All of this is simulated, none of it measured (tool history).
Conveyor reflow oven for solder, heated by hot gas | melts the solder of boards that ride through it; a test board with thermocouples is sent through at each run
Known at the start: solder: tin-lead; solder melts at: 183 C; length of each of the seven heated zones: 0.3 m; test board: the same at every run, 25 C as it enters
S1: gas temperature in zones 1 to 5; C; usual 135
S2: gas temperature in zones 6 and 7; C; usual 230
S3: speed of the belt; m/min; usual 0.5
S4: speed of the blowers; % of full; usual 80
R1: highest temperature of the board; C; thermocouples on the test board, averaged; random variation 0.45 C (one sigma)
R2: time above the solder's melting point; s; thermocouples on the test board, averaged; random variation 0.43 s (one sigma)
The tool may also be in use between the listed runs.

| run | hour | S1 | S2 | S3 | S4 | R1 | R2 |
|---|---|---|---|---|---|---|---|
| 1 | 0 | 135 | 230 | 0.5 | 80 | 216.2 | 53.7 |
| 2 | 15.2 | 135 | 230 | 0.5 | 80 | 215.9 | 52.6 |
| 3 | 29.2 | 135 | 230 | 0.5 | 80 | 215.8 | 52.9 |
| 4 | 39.8 | 135 | 230 | 0.5 | 80 | 215.9 | 52.3 |
| 5 | 54.5 | 135 | 239 | 0.5 | 80 | 224.6 | 58.6 |
| 6 | 64.8 | 135 | 230 | 0.5 | 80 | 216.5 | 53 |
| 7 | 80.5 | 134 | 230 | 0.5 | 80 | 217.1 | 52.4 |
| 8 | 90.9 | 134 | 230 | 0.5 | 80 | 216.1 | 52.7 |
| 9 | 100.7 | 134 | 230 | 0.5 | 80 | 215.5 | 52.6 |
| 10 | 110.5 | 134 | 230 | 0.5 | 80 | 216.4 | 52.4 |
|  | 116.7 | flux residue cleaned out of gas plates and filters |
| 11 | 128.4 | 130 | 230 | 0.5 | 80 | 214.8 | 49.5 |
| 12 | 140.6 | 124 | 230 | 0.471 | 80 | 214.8 | 51.6 |
| 13 | 150.3 | 124 | 230 | 0.471 | 80 | 214.6 | 51.7 |
| 14 | 163.6 | 130 | 237 | 0.585 | 53 | 205.5 | 33.9 |
| 15 | 172.7 | 130 | 237 | 0.585 | 53 | 205.8 | 33.2 |
|  | 187.2 | flux residue cleaned out of gas plates and filters, once more |
| 16 | 188.6 | 135 | 230 | 0.461 | 66 | 216.2 | 58.6 |
| 17 | 199.2 | 131 | 232 | 0.461 | 50 | 213.6 | 52.6 |
| 18 | 214 | 131 | 232 | 0.472 | 67 | 217.8 | 55.1 |
| 19 | 226.7 | 148 | 233 | 0.537 | 90 | 220.9 | 56.9 |
| 20 | 237.1 | 148 | 233 | 0.537 | 90 | 221.2 | 56 |

4 ways to go on from here, each from the tool as it stands after run 20. What would each give?
| A | 255.6 | 124 | 230 | 0.524 | 65 | ? | ? |
| B | 255.6 | 148 | 245 | 0.534 | 77 | ? | ? |
| C | 255.6 | 127 | 227 | 0.556 | 90 | ? | ? |
| D | 255.6 | 148 | 228 | 0.537 | 90 | ? | ? |

| run | R1 | R2 |
|---|---|---|
| A | 210.1 | 41.9 |
| B | 229.5 | 61.3 |
| C | 211.5 | 42.5 |
| D | 216.9 | 54.1 |
Without the tool's hidden state the same runs would have given:
| run | R1 | R2 |
|---|---|---|
| A | 209.9 | 41.5 |
| B | 229.3 | 60.7 |
| C | 211.3 | 42.2 |
| D | 216.7 | 53.6 |
